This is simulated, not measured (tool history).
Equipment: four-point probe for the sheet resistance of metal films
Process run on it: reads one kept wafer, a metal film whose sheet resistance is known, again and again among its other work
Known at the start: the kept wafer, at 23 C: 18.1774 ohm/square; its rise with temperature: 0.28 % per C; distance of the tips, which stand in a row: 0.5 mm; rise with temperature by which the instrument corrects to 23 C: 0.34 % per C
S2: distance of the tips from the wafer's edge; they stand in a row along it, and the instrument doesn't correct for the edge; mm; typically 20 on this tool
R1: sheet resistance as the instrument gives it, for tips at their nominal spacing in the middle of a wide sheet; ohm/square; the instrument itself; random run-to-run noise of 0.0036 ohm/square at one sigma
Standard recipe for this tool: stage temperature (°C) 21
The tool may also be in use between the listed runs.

{"run": 1, "hour": 0.0, "stage temperature (°C)": 21, "S2": 20, "R1": 18.120699}
{"run": 2, "hour": 19.1, "stage temperature (°C)": 21, "S2": 59, "R1": 18.117816}
{"run": 3, "hour": 37.8, "stage temperature (°C)": 21, "S2": 59, "R1": 18.108155}
{"run": 4, "hour": 58.8, "stage temperature (°C)": 21, "S2": 20, "R1": 18.11704}
{"run": 5, "hour": 74.4, "stage temperature (°C)": 21, "S2": 20, "R1": 18.116783}
{"run": 6, "hour": 92.2, "stage temperature (°C)": 21, "S2": 20, "R1": 18.111178}
{"run": 7, "hour": 103.9, "stage temperature (°C)": 21, "S2": 9, "R1": 18.136863}
{"run": 8, "hour": 121.5, "stage temperature (°C)": 21, "S2": 9, "R1": 18.137606}
{"run": 9, "hour": 145.8, "stage temperature (°C)": 21, "S2": 7, "R1": 18.157924}
{"run": 10, "hour": 160.9, "stage temperature (°C)": 20, "S2": 20, "R1": 18.118713}
{"run": 11, "hour": 183.1, "stage temperature (°C)": 33, "S2": 20, "R1": 17.99799}
{"run": 12, "hour": 207.0, "stage temperature (°C)": 26, "S2": 62, "R1": 18.058654}
{"hour": 208.9, "done": "stage's thermometer calibrated"}
{"run": 13, "hour": 230.6, "stage temperature (°C)": 31, "S2": 24, "R1": 18.01468}
{"run": 14, "hour": 243.2, "stage temperature (°C)": 31, "S2": 24, "R1": 18.027164}
{"run": 15, "hour": 263.6, "stage temperature (°C)": 31, "S2": 24, "R1": 18.015405}
{"run": 16, "hour": 275.4, "stage temperature (°C)": 31, "S2": 24, "R1": 18.016167}
{"hour": 298.5, "done": "stage's thermometer calibrated, once more"}
{"run": 17, "hour": 299.9, "stage temperature (°C)": 18, "S2": 6, "R1": 18.18652}
{"run": 18, "hour": 320.8, "stage temperature (°C)": 20, "S2": 51, "R1": 18.106642}
{"run": 19, "hour": 334.5, "stage temperature (°C)": 33, "S2": 7, "R1": 18.036637}

3 options for the next run, each taken on its own from the tool as it stands now. Forecast them:
{"run": "A", "hour": 347.1, "stage temperature (°C)": 31, "S2": 9, "R1": "?"}
{"run": "B", "hour": 347.1, "stage temperature (°C)": 23, "S2": 20, "R1": "?"}
{"run": "C", "hour": 347.1, "stage temperature (°C)": 19, "S2": 5, "R1": "?"}

run=A R1=18.034509
run=B R1=18.080409
run=C R1=18.215862
Stripped of hidden state, with their random variation kept, the same runs would have yielded:
run=A R1=18.137988
run=B R1=18.184063
run=C R1=18.320198
